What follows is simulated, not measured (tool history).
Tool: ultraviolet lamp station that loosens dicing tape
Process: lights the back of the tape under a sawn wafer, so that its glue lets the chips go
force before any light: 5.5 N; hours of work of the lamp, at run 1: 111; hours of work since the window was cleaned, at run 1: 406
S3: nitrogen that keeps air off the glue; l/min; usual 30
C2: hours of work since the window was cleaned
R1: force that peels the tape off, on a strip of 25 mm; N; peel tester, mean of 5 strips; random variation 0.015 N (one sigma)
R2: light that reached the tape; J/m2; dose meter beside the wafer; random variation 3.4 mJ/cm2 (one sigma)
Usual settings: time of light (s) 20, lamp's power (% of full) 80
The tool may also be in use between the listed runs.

{"run": 1, "hour": 0.0, "time of light (s)": 20, "lamp's power (% of full)": 80, "S3": 30, "hours of work of the lamp": 111, "C2": 406, "R1": 0.878, "R2": 4890}
{"run": 2, "hour": 43.8, "time of light (s)": 18, "lamp's power (% of full)": 80, "S3": 30, "hours of work of the lamp": 141, "C2": 436, "R1": 1.062, "R2": 4260}
{"run": 3, "hour": 113.5, "time of light (s)": 31, "lamp's power (% of full)": 80, "S3": 30, "hours of work of the lamp": 189, "C2": 484, "R1": 0.466, "R2": 7110}
{"run": 4, "hour": 166.5, "time of light (s)": 31, "lamp's power (% of full)": 80, "S3": 30, "hours of work of the lamp": 225, "C2": 521, "R1": 0.46, "R2": 6900}
{"run": 5, "hour": 208.8, "time of light (s)": 31, "lamp's power (% of full)": 80, "S3": 30, "hours of work of the lamp": 254, "C2": 550, "R1": 0.496, "R2": 6740}
{"run": 6, "hour": 287.0, "time of light (s)": 31, "lamp's power (% of full)": 80, "S3": 30, "hours of work of the lamp": 308, "C2": 604, "R1": 0.535, "R2": 6490}
{"hour": 306.9, "done": "window cleaned of glue's vapour"}
{"run": 7, "hour": 339.0, "time of light (s)": 31, "lamp's power (% of full)": 80, "S3": 30, "hours of work of the lamp": 344, "C2": 22, "R1": 0.593, "R2": 6040}
{"run": 8, "hour": 371.9, "time of light (s)": 20, "lamp's power (% of full)": 80, "S3": 30, "hours of work of the lamp": 366, "C2": 45, "R1": 1.232, "R2": 3850}
{"run": 9, "hour": 405.9, "time of light (s)": 20, "lamp's power (% of full)": 80, "S3": 30, "hours of work of the lamp": 390, "C2": 68, "R1": 1.268, "R2": 3800}
{"run": 10, "hour": 447.9, "time of light (s)": 20, "lamp's power (% of full)": 80, "S3": 50, "hours of work of the lamp": 418, "C2": 97, "R1": 1.141, "R2": 3680}
{"run": 11, "hour": 503.2, "time of light (s)": 20, "lamp's power (% of full)": 92, "S3": 50, "hours of work of the lamp": 456, "C2": 135, "R1": 0.945, "R2": 4120}
{"run": 12, "hour": 574.1, "time of light (s)": 20, "lamp's power (% of full)": 92, "S3": 50, "hours of work of the lamp": 505, "C2": 184, "R1": 1.054, "R2": 3930}
{"run": 13, "hour": 639.2, "time of light (s)": 20, "lamp's power (% of full)": 92, "S3": 50, "hours of work of the lamp": 550, "C2": 228, "R1": 1.141, "R2": 3720}
{"run": 14, "hour": 677.1, "time of light (s)": 20, "lamp's power (% of full)": 68, "S3": 50, "hours of work of the lamp": 576, "C2": 254, "R1": 1.722, "R2": 2680}
{"hour": 703.7, "done": "window cleaned of glue's vapour, once more"}
{"run": 15, "hour": 718.3, "time of light (s)": 20, "lamp's power (% of full)": 68, "S3": 50, "hours of work of the lamp": 604, "C2": 10, "R1": 1.48, "R2": 3070}
{"run": 16, "hour": 782.5, "time of light (s)": 20, "lamp's power (% of full)": 68, "S3": 50, "hours of work of the lamp": 648, "C2": 54, "R1": 1.564, "R2": 2930}
{"run": 17, "hour": 848.4, "time of light (s)": 20, "lamp's power (% of full)": 84, "S3": 30, "hours of work of the lamp": 693, "C2": 99, "R1": 1.48, "R2": 3430}
{"run": 18, "hour": 893.2, "time of light (s)": 20, "lamp's power (% of full)": 84, "S3": 30, "hours of work of the lamp": 724, "C2": 130, "R1": 1.569, "R2": 3340}
{"hour": 922.8, "done": "lamp changed"}
{"run": 19, "hour": 953.5, "time of light (s)": 20, "lamp's power (% of full)": 84, "S3": 30, "hours of work of the lamp": 21, "C2": 171, "R1": 0.69, "R2": 5570}
{"run": 20, "hour": 1000.1, "time of light (s)": 20, "lamp's power (% of full)": 80, "S3": 20, "hours of work of the lamp": 53, "C2": 203, "R1": 0.918, "R2": 5150}
{"run": 21, "hour": 1033.7, "time of light (s)": 20, "lamp's power (% of full)": 80, "S3": 20, "hours of work of the lamp": 76, "C2": 226, "R1": 0.962, "R2": 5040}
{"run": 22, "hour": 1068.4, "time of light (s)": 20, "lamp's power (% of full)": 80, "S3": 20, "hours of work of the lamp": 100, "C2": 250, "R1": 0.986, "R2": 4960}
{"run": 23, "hour": 1139.0, "time of light (s)": 20, "lamp's power (% of full)": 80, "S3": 20, "hours of work of the lamp": 149, "C2": 299, "R1": 1.05, "R2": 4850}
{"run": 24, "hour": 1189.8, "time of light (s)": 16, "lamp's power (% of full)": 96, "S3": 41, "hours of work of the lamp": 184, "C2": 333, "R1": 0.871, "R2": 4470}
{"run": 25, "hour": 1242.6, "time of light (s)": 18, "lamp's power (% of full)": 81, "S3": 12, "hours of work of the lamp": 220, "C2": 370, "R1": 1.502, "R2": 4150}
{"run": 26, "hour": 1303.7, "time of light (s)": 18, "lamp's power (% of full)": 81, "S3": 12, "hours of work of the lamp": 262, "C2": 412, "R1": 1.595, "R2": 4010}
{"run": 27, "hour": 1346.3, "time of light (s)": 18, "lamp's power (% of full)": 81, "S3": 12, "hours of work of the lamp": 291, "C2": 441, "R1": 1.625, "R2": 3870}
{"run": 28, "hour": 1382.0, "time of light (s)": 18, "lamp's power (% of full)": 81, "S3": 12, "hours of work of the lamp": 316, "C2": 466, "R1": 1.697, "R2": 3880}
{"run": 29, "hour": 1453.8, "time of light (s)": 18, "lamp's power (% of full)": 81, "S3": 12, "hours of work of the lamp": 365, "C2": 515, "R1": 1.77, "R2": 3620}
{"run": 30, "hour": 1493.6, "time of light (s)": 18, "lamp's power (% of full)": 81, "S3": 12, "hours of work of the lamp": 392, "C2": 542, "R1": 1.825, "R2": 3560}
{"run": 31, "hour": 1541.3, "time of light (s)": 22, "lamp's power (% of full)": 94, "S3": 43, "hours of work of the lamp": 425, "C2": 575, "R1": 0.743, "R2": 4970}
{"run": 32, "hour": 1581.0, "time of light (s)": 22, "lamp's power (% of full)": 94, "S3": 43, "hours of work of the lamp": 452, "C2": 602, "R1": 0.785, "R2": 4830}
{"hour": 1606.0, "done": "window cleaned of glue's vapour"}
{"run": 33, "hour": 1658.2, "time of light (s)": 22, "lamp's power (% of full)": 94, "S3": 43, "hours of work of the lamp": 505, "C2": 36, "R1": 0.719, "R2": 5040}
{"run": 34, "hour": 1704.4, "time of light (s)": 30, "lamp's power (% of full)": 64, "S3": 26, "hours of work of the lamp": 537, "C2": 68, "R1": 1.024, "R2": 4510}
{"run": 35, "hour": 1736.4, "time of light (s)": 13, "lamp's power (% of full)": 72, "S3": 50, "hours of work of the lamp": 559, "C2": 90, "R1": 2.203, "R2": 2130}
{"run": 36, "hour": 1790.7, "time of light (s)": 12, "lamp's power (% of full)": 75, "S3": 18, "hours of work of the lamp": 596, "C2": 127, "R1": 2.758, "R2": 2010}
{"run": 37, "hour": 1837.3, "time of light (s)": 16, "lamp's power (% of full)": 85, "S3": 14, "hours of work of the lamp": 628, "C2": 159, "R1": 2.103, "R2": 2900}
{"run": 38, "hour": 1885.7, "time of light (s)": 22, "lamp's power (% of full)": 80, "S3": 36, "hours of work of the lamp": 661, "C2": 192, "R1": 1.276, "R2": 3660}
{"run": 39, "hour": 1958.8, "time of light (s)": 22, "lamp's power (% of full)": 80, "S3": 36, "hours of work of the lamp": 712, "C2": 242, "R1": 1.371, "R2": 3440}
{"run": 40, "hour": 1995.8, "time of light (s)": 22, "lamp's power (% of full)": 80, "S3": 33, "hours of work of the lamp": 737, "C2": 268, "R1": 1.516, "R2": 3360}
{"hour": 2006.7, "done": "lamp changed"}
{"run": 41, "hour": 2039.6, "time of light (s)": 37, "lamp's power (% of full)": 80, "S3": 12, "hours of work of the lamp": 23, "C2": 297, "R1": 0.387, "R2": 9620}
{"run": 42, "hour": 2098.1, "time of light (s)": 29, "lamp's power (% of full)": 62, "S3": 30, "hours of work of the lamp": 63, "C2": 338, "R1": 0.675, "R2": 5740}
{"run": 43, "hour": 2152.4, "time of light (s)": 17, "lamp's power (% of full)": 98, "S3": 14, "hours of work of the lamp": 100, "C2": 375, "R1": 1.084, "R2": 5110}

3 ways to go on from here, each from the tool as it stands after run 43. What would each give?
{"run": "A", "hour": 2191.3, "time of light (s)": 17, "lamp's power (% of full)": 98, "S3": 29, "hours of work of the lamp": 127, "C2": 402, "R1": "?", "R2": "?"}
{"run": "B", "hour": 2191.3, "time of light (s)": 12, "lamp's power (% of full)": 70, "S3": 30, "hours of work of the lamp": 127, "C2": 402, "R1": "?", "R2": "?"}
{"run": "C", "hour": 2191.3, "time of light (s)": 17, "lamp's power (% of full)": 97, "S3": 14, "hours of work of the lamp": 127, "C2": 402, "R1": "?", "R2": "?"}

run=A R1=0.842 R2=5030
run=B R1=2.100 R2=2480
run=C R1=1.134 R2=4960
Without the tool's hidden state the same runs would have given:
run=A R1=0.655 R2=5810
run=B R1=1.808 R2=2870
run=C R1=0.906 R2=5740
